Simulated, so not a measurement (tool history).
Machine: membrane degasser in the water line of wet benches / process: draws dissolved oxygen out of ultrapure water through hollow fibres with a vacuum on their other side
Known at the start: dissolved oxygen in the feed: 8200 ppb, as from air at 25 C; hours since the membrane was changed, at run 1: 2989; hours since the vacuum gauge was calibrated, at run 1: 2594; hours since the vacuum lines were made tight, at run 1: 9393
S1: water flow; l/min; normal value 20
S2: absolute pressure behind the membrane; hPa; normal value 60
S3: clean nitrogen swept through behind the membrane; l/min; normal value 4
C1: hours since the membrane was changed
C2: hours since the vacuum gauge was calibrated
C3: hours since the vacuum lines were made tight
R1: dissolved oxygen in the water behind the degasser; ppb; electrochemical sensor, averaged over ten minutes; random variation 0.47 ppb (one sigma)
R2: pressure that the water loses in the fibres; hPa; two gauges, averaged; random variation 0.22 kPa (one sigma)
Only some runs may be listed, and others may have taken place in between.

run 1 day=0 | S1=20 S2=60 S3=4 | C1=2989 C2=2594 C3=9393 | R1=38 R2=542.7
run 2 day=5.967 | S1=20 S2=60 S3=1.84 | C1=3133 C2=2737 C3=9536 | R1=79 R2=536.9
run 3 day=13.612 | S1=20 S2=60 S3=4 | C1=3316 C2=2921 C3=9720 | R1=39.8 R2=541
run 4 day=17.162 | S1=20 S2=60 S3=4 | C1=3401 C2=3006 C3=9805 | R1=38.8 R2=538.7
run 5 day=21.746 | S1=20 S2=60 S3=4 | C1=3511 C2=3116 C3=9915 | R1=38.6 R2=536.1
run 6 day=27.779 | S1=20 S2=60 S3=4 | C1=3656 C2=3261 C3=10060 | R1=38 R2=537.6
run 7 day=34.588 | S1=20 S2=60 S3=4 | C1=3820 C2=3424 C3=10223 | R1=38.5 R2=541.7
run 8 day=38.425 | S1=14 S2=60 S3=4 | C1=3912 C2=3516 C3=10315 | R1=27.5 R2=381.5
run 9 day=45.15 | S1=26 S2=60 S3=4 | C1=4073 C2=3678 C3=10477 | R1=53 R2=706
run 10 day=50.454 | S1=18 S2=60 S3=4 | C1=4200 C2=3805 C3=10604 | R1=34.4 R2=489.4
run 11 day=57.246 | S1=18 S2=60 S3=4 | C1=4363 C2=3968 C3=10767 | R1=34.8 R2=489.2
run 12 day=60.779 | S1=18 S2=60 S3=4 | C1=4448 C2=4053 C3=10852 | R1=34.5 R2=488.4
run 13 day=64.221 | S1=18 S2=60 S3=4 | C1=4531 C2=4135 C3=10935 | R1=35.3 R2=492.4
run 14 day=70.142 | S1=18 S2=60 S3=4 | C1=4673 C2=4277 C3=11077 | R1=35.8 R2=490.9
run 15 day=73.6 | S1=18 S2=60 S3=4 | C1=4756 C2=4360 C3=11160 | R1=34.9 R2=491.6
run 16 day=78.75 | S1=18 S2=60 S3=2.67 | C1=4879 C2=4484 C3=11283 | R1=50.4 R2=490
-- day=84.412 vacuum gauge calibrated
run 17 day=86.054 | S1=18 S2=136.5 S3=2.67 | C1=5054 C2=39 C3=11458 | R1=175.3 R2=494.1
run 18 day=89.642 | S1=18 S2=136.5 S3=2.67 | C1=5140 C2=126 C3=11544 | R1=178.9 R2=492.2
run 19 day=97.533 | S1=18 S2=136.5 S3=2.67 | C1=5330 C2=315 C3=11734 | R1=177.3 R2=498.2
run 20 day=101.317 | S1=18 S2=136.5 S3=2.67 | C1=5421 C2=406 C3=11824 | R1=174.2 R2=491.7
-- day=105.979 seals of the vacuum lines changed
run 21 day=106.983 | S1=17 S2=60 S3=9.89 | C1=5555 C2=540 C3=24 | R1=13.2 R2=463.8
run 22 day=112.983 | S1=17 S2=60 S3=9.89 | C1=5699 C2=684 C3=168 | R1=13.3 R2=466.2
run 23 day=116.7 | S1=28 S2=110 S3=1.63 | C1=5788 C2=773 C3=257 | R1=304.7 R2=768.7
run 24 day=122.979 | S1=32 S2=74.4 S3=9.7 | C1=5938 C2=924 C3=408 | R1=49.8 R2=876.4
run 25 day=129.6 | S1=13 S2=109.7 S3=2.85 | C1=6097 C2=1083 C3=567 | R1=87.5 R2=360.2
run 26 day=135.325 | S1=24 S2=37.8 S3=4 | C1=6235 C2=1220 C3=704 | R1=14.4 R2=661.5
run 27 day=139.204 | S1=24 S2=37.8 S3=4 | C1=6328 C2=1313 C3=797 | R1=13.6 R2=659.3
run 28 day=144.996 | S1=31 S2=60 S3=2.71 | C1=6467 C2=1452 C3=936 | R1=88.1 R2=851.8
run 29 day=148.508 | S1=31 S2=60 S3=2.71 | C1=6551 C2=1536 C3=1021 | R1=88.4 R2=850.8
run 30 day=154.742 | S1=31 S2=60 S3=2.71 | C1=6701 C2=1686 C3=1170 | R1=88.7 R2=852.1

A few steps of R1 between consecutive runs. Split each: what settings, incoming material and random variation would produce without the hidden state, and what is left over for the hidden state, along with gauge scatter present in only one of the two compared results (measured, and without hidden state):
The tool's hidden condition here consists of: membrane still open, %; true pressure behind the membrane over the reading, kPa; air that leaks in behind the membrane, l/min; drift of the gauge itself on oxygen_ppb, %; drift of the gauge itself on loss_of_pressure_kpa, %.
Run 16 -> 17: S2 60 -> 136.5, vacuum gauge calibrated. R1 +124.9 ppb: hidden state +3.8, all else +121.1.
Run 20 -> 21: S1 18 -> 17, S2 136.5 -> 60, S3 2.67 -> 9.89, seals of the vacuum lines changed. R1 -161 ppb: hidden state -7.9, all else -153.1.
Run 22 -> 23: S1 17 -> 28, S2 60 -> 110, S3 9.89 -> 1.63. R1 +291.4 ppb: hidden state +0.9, all else +290.5.
Run 23 -> 24: S1 28 -> 32, S2 110 -> 74.4, S3 1.63 -> 9.7. R1 -254.9 ppb: hidden state +1.8, all else -256.7.
Run 24 -> 25: S1 32 -> 13, S2 74.4 -> 109.7, S3 9.7 -> 2.85. R1 +37.7 ppb: hidden state -2.6, all else +40.3.
